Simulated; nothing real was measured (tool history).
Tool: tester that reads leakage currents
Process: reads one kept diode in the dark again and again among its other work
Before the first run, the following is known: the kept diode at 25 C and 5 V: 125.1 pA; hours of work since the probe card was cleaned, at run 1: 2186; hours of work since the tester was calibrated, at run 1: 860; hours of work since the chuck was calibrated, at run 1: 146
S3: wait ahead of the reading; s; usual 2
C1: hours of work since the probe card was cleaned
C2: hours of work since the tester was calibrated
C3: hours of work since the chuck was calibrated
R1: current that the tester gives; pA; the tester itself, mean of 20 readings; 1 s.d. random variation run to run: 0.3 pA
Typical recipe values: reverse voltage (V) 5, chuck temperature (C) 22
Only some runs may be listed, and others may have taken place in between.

{"run": 1, "hour": 0.0, "reverse voltage (V)": 5, "chuck temperature (C)": 22, "S3": 2, "C1": 2186, "C2": 860, "C3": 146, "R1": 104.48}
{"run": 2, "hour": 76.4, "reverse voltage (V)": 5, "chuck temperature (C)": 22, "S3": 2, "C1": 2238, "C2": 911, "C3": 198, "R1": 103.76}
{"run": 3, "hour": 152.9, "reverse voltage (V)": 5, "chuck temperature (C)": 22, "S3": 2, "C1": 2289, "C2": 963, "C3": 249, "R1": 103.45}
{"run": 4, "hour": 220.9, "reverse voltage (V)": 5, "chuck temperature (C)": 22, "S3": 2, "C1": 2335, "C2": 1009, "C3": 295, "R1": 103.6}
{"run": 5, "hour": 286.0, "reverse voltage (V)": 2.25, "chuck temperature (C)": 22, "S3": 2, "C1": 2379, "C2": 1052, "C3": 339, "R1": 74.17}
{"run": 6, "hour": 333.4, "reverse voltage (V)": 2.25, "chuck temperature (C)": 22, "S3": 2, "C1": 2411, "C2": 1084, "C3": 371, "R1": 74}
{"run": 7, "hour": 398.9, "reverse voltage (V)": 5, "chuck temperature (C)": 49, "S3": 2, "C1": 2455, "C2": 1129, "C3": 415, "R1": 843.87}
{"run": 8, "hour": 485.1, "reverse voltage (V)": 14.55, "chuck temperature (C)": 49, "S3": 2, "C1": 2513, "C2": 1187, "C3": 473, "R1": 1248.02}
{"run": 9, "hour": 543.0, "reverse voltage (V)": 5, "chuck temperature (C)": 52, "S3": 2, "C1": 2552, "C2": 1226, "C3": 512, "R1": 1043.52}
{"run": 10, "hour": 609.7, "reverse voltage (V)": 5, "chuck temperature (C)": 34, "S3": 2, "C1": 2597, "C2": 1271, "C3": 557, "R1": 263.86}
{"run": 11, "hour": 693.8, "reverse voltage (V)": 5, "chuck temperature (C)": 31, "S3": 2, "C1": 2654, "C2": 1327, "C3": 614, "R1": 206.2}
{"run": 12, "hour": 737.9, "reverse voltage (V)": 6.41, "chuck temperature (C)": 26, "S3": 1.08, "C1": 2684, "C2": 1357, "C3": 644, "R1": 154.3}
{"run": 13, "hour": 808.0, "reverse voltage (V)": 6.41, "chuck temperature (C)": 26, "S3": 1.08, "C1": 2731, "C2": 1404, "C3": 691, "R1": 153.69}

Run 14, settings as shown, results not yet in. Your forecast:
{"run": 14, "hour": 892.5, "reverse voltage (V)": 6.41, "chuck temperature (C)": 41, "S3": 2.87, "C1": 2788, "C2": 1461, "C3": 748, "R1": "?"}

R1: 493.24 pA
If the tool had no hidden condition, the same run with the same run-to-run variation would have returned R1 516.57 pA.
